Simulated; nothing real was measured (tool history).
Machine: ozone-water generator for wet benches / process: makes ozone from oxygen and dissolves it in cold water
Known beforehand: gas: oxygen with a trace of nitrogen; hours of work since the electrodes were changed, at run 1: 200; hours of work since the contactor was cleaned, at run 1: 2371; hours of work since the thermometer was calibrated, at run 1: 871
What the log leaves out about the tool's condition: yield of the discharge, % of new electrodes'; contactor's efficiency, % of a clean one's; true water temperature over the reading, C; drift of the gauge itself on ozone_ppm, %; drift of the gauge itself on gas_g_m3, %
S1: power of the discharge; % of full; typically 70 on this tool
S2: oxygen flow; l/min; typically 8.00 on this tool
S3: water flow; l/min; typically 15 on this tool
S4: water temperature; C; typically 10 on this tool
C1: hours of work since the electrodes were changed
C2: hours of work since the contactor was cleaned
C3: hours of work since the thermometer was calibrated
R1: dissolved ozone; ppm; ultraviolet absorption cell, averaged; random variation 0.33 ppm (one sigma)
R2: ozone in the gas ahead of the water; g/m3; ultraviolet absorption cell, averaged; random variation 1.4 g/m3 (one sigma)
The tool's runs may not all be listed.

Run 1, day 0.000: usual settings; C1 200; C2 2371; C3 871. Result: R1 51.7 ppm, R2 266.4 g/m3.
Run 2, day 0.954: usual settings; C1 221; C2 2393; C3 892. Result: R1 52.4 ppm, R2 263.3 g/m3.
Run 3, day 1.846: usual settings; C1 241; C2 2412; C3 912. Result: R1 52.2 ppm, R2 265.8 g/m3.
Run 4, day 2.921: usual settings; C1 265; C2 2436; C3 936. Result: R1 52.2 ppm, R2 264.2 g/m3.
Run 5, day 4.083: usual settings; C1 291; C2 2462; C3 962. Result: R1 51.4 ppm, R2 263.5 g/m3.
Run 6, day 4.979: usual settings; C1 311; C2 2482; C3 982. Result: R1 51.3 ppm, R2 264.1 g/m3.
At day 5.225: contactor cleaned.
Run 7, day 6.396: usual settings but S3 9 l/min; C1 338; C2 26; C3 1010. Result: R1 67.0 ppm, R2 262.0 g/m3.
Run 8, day 7.096: usual settings but S3 9 l/min; C1 354; C2 42; C3 1025. Result: R1 67.0 ppm, R2 263.6 g/m3.
Run 9, day 8.004: usual settings but S2 4.01 l/min, S3 11 l/min, S4 11 C; C1 374; C2 62; C3 1045. Result: R1 54.0 ppm, R2 327.5 g/m3.
At day 8.671: contactor cleaned, once more.
Run 10, day 9.192: usual settings but S1 59 % of full, S2 8.34 l/min, S3 10 l/min, S4 15 C; C1 397; C2 12; C3 1068. Result: R1 50.3 ppm, R2 226.6 g/m3.
Run 11, day 10.338: usual settings but S1 59 % of full, S2 12.02 l/min, S3 16 l/min, S4 15 C; C1 422; C2 37; C3 1094. Result: R1 40.6 ppm, R2 202.5 g/m3.
Run 12, day 11.375: usual settings but S1 59 % of full, S2 12.02 l/min, S3 16 l/min, S4 15 C; C1 446; C2 60; C3 1117. Result: R1 40.2 ppm, R2 202.8 g/m3.
Run 13, day 12.212: usual settings but S1 52 % of full, S2 9.98 l/min, S3 17 l/min; C1 464; C2 79; C3 1135. Result: R1 38.9 ppm, R2 193.7 g/m3.
Run 14, day 12.792: usual settings but S1 52 % of full, S2 9.98 l/min, S3 17 l/min; C1 477; C2 92; C3 1148. Result: R1 38.5 ppm, R2 193.2 g/m3.
Run 15, day 13.658: usual settings but S2 5.57 l/min; C1 496; C2 111; C3 1168. Result: R1 48.7 ppm, R2 292.7 g/m3.

Hidden state or all else? Some run-to-run changes of R1, split into what the settings, what came in and random variation would give without the hidden state, and what is left for the hidden state (with any gauge scatter that isn't in both results):
Run 6 -> 7: S3 15 -> 9, contactor cleaned. R1 +15.7 ppm: hidden state -0.3, all else +16.0.
Run 9 -> 10: S1 70 -> 59, S2 4.01 -> 8.34, S3 11 -> 10, S4 11 -> 15, contactor cleaned, once more. R1 -3.7 ppm: hidden state +0.6, all else -4.3.
